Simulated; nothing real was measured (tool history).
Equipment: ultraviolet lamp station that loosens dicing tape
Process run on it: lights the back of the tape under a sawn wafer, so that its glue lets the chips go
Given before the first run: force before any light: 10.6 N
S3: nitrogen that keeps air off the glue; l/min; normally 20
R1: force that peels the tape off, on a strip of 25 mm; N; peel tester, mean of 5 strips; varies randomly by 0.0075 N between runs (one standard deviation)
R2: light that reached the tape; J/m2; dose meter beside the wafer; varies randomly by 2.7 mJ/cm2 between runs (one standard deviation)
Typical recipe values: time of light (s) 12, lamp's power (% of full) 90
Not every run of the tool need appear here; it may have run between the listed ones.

Run 1, hour 0: usual settings. Result: R1 0.28 N, R2 3690 J/m2.
Run 2, hour 19.2: usual settings. Result: R1 0.293 N, R2 3690 J/m2.
Run 3, hour 38.6: usual settings. Result: R1 0.287 N, R2 3720 J/m2.
Run 4, hour 50.2: usual settings but time of light (s) 13. Result: R1 0.233 N, R2 3960 J/m2.
Run 5, hour 67.6: usual settings but time of light (s) 7. Result: R1 1.008 N, R2 2150 J/m2.
Run 6, hour 86: usual settings. Result: R1 0.278 N, R2 3690 J/m2.
Run 7, hour 105.2: usual settings but time of light (s) 11. Result: R1 0.35 N, R2 3350 J/m2.
Run 8, hour 123.7: usual settings but time of light (s) 11. Result: R1 0.34 N, R2 3420 J/m2.
Run 9, hour 132: usual settings. Result: R1 0.275 N, R2 3680 J/m2.
Run 10, hour 147.3: usual settings. Result: R1 0.275 N, R2 3630 J/m2.
Run 11, hour 160.8: usual settings. Result: R1 0.268 N, R2 3600 J/m2.
Run 12, hour 173: usual settings. Result: R1 0.283 N, R2 3680 J/m2.
Run 13, hour 192.6: usual settings. Result: R1 0.28 N, R2 3670 J/m2.
Run 14, hour 204.3: usual settings. Result: R1 0.285 N, R2 3650 J/m2.
Run 15, hour 218.6: usual settings. Result: R1 0.268 N, R2 3690 J/m2.
Run 16, hour 237.4: usual settings but time of light (s) 16. Result: R1 0.175 N, R2 4930 J/m2.
Run 17, hour 246.6: usual settings but time of light (s) 16. Result: R1 0.178 N, R2 4870 J/m2.
Run 18, hour 260.1: usual settings but time of light (s) 11, lamp's power (% of full) 93. Result: R1 0.326 N, R2 3490 J/m2.
Run 19, hour 280.3: usual settings but time of light (s) 8, lamp's power (% of full) 69, S3 12 l/min. Result: R1 1.793 N, R2 1860 J/m2.
Run 20, hour 296.7: usual settings but time of light (s) 8, lamp's power (% of full) 69, S3 12 l/min. Result: R1 1.822 N, R2 1880 J/m2.
Run 21, hour 313.6: usual settings but time of light (s) 8, lamp's power (% of full) 69, S3 12 l/min. Result: R1 1.739 N, R2 1870 J/m2.
Run 22, hour 333.9: usual settings but time of light (s) 8, lamp's power (% of full) 62, S3 9 l/min. Result: R1 2.49 N, R2 1720 J/m2.
Run 23, hour 344: usual settings but time of light (s) 8, lamp's power (% of full) 81, S3 11 l/min. Result: R1 1.424 N, R2 2210 J/m2.
Run 24, hour 360.4: usual settings but time of light (s) 10, lamp's power (% of full) 76. Result: R1 0.642 N, R2 2560 J/m2.
Run 25, hour 374.7: usual settings but time of light (s) 13, lamp's power (% of full) 62, S3 10 l/min. Result: R1 1.01 N, R2 2780 J/m2.
Run 26, hour 386.1: usual settings but time of light (s) 14, lamp's power (% of full) 62, S3 16 l/min. Result: R1 0.551 N, R2 2960 J/m2.
Run 27, hour 402.7: usual settings but time of light (s) 14, lamp's power (% of full) 62, S3 16 l/min. Result: R1 0.546 N, R2 2960 J/m2.
Run 28, hour 411.2: usual settings but time of light (s) 6, lamp's power (% of full) 81. Result: R1 1.622 N, R2 1610 J/m2.
Run 29, hour 419.6: usual settings but time of light (s) 10, lamp's power (% of full) 89. Result: R1 0.435 N, R2 2990 J/m2.
Run 30, hour 428.7: usual settings but time of light (s) 13, lamp's power (% of full) 61, S3 31 l/min. Result: R1 0.415 N, R2 2650 J/m2.
Run 31, hour 448.3: usual settings but time of light (s) 23, lamp's power (% of full) 85, S3 9 l/min. Result: R1 0.167 N, R2 6620 J/m2.
Run 32, hour 462.6: usual settings but time of light (s) 23, lamp's power (% of full) 85, S3 9 l/min. Result: R1 0.167 N, R2 6670 J/m2.

Removed from this log: 2 entries logged between the listed runs. Between which two listed runs does each belong, and how does the tool's hidden state at the listed run before it compare with that at the listed run after it?
From run 2 to run 3: window cleaned of glue's vapour (hour 34.8)
  no difference in the tool's unlogged condition between these two runs
From run 25 to run 26: window cleaned of glue's vapour (hour 379.8)
  no difference in the tool's unlogged condition between these two runs
